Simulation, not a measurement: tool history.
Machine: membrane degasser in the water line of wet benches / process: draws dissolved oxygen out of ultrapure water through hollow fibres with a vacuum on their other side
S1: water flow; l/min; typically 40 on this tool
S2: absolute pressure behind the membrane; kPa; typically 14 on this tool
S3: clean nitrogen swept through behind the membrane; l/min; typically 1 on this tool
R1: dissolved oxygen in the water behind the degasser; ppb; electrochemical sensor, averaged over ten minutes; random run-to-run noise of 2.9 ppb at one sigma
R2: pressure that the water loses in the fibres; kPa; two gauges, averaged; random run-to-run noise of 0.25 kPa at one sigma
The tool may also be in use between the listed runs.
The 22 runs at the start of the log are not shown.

run 23 day=47.083 | S1=25 S2=32 S3=0.91 | R1=1443.5 R2=43.66
run 24 day=48.375 | S1=40 S2=21.9 S3=2.19 | R1=773.1 R2=69.82
run 25 day=51.225 | S1=49 S2=25.9 S3=0.65 | R1=2398.2 R2=85.27
run 26 day=53.612 | S1=49 S2=25.9 S3=0.65 | R1=2375.6 R2=85.64
run 27 day=56.104 | S1=25 S2=33.5 S3=0.53 | R1=2166.6 R2=43.6
run 28 day=58.996 | S1=25 S2=12.2 S3=0.53 | R1=772.1 R2=43.7
run 29 day=60.554 | S1=25 S2=12.2 S3=0.53 | R1=777.9 R2=43.45
run 30 day=62.142 | S1=25 S2=12.2 S3=0.53 | R1=774 R2=43.77
run 31 day=63.958 | S1=42 S2=15.5 S3=0.74 | R1=1221 R2=73.07
run 32 day=65.525 | S1=39 S2=15.5 S3=0.79 | R1=1109 R2=67.43

Below are 3 alternative next runs, each starting from the tool's condition after run 32. Predict each:
run A day=68.421 | S1=60 S2=15.5 S3=1.22 | R1=? R2=?
run B day=68.421 | S1=54 S2=8.9 S3=1.2 | R1=? R2=?
run C day=68.421 | S1=30 S2=26.1 S3=1.92 | R1=? R2=?

run=A R1=1241.5 R2=104.06
run=B R1=648.3 R2=94.7
run=C R1=770 R2=52.12
Without the tool's unlogged condition, the same runs would have read:
run=A R1=1221.5 R2=102.16
run=B R1=628.8 R2=92.97
run=C R1=761.1 R2=51.17
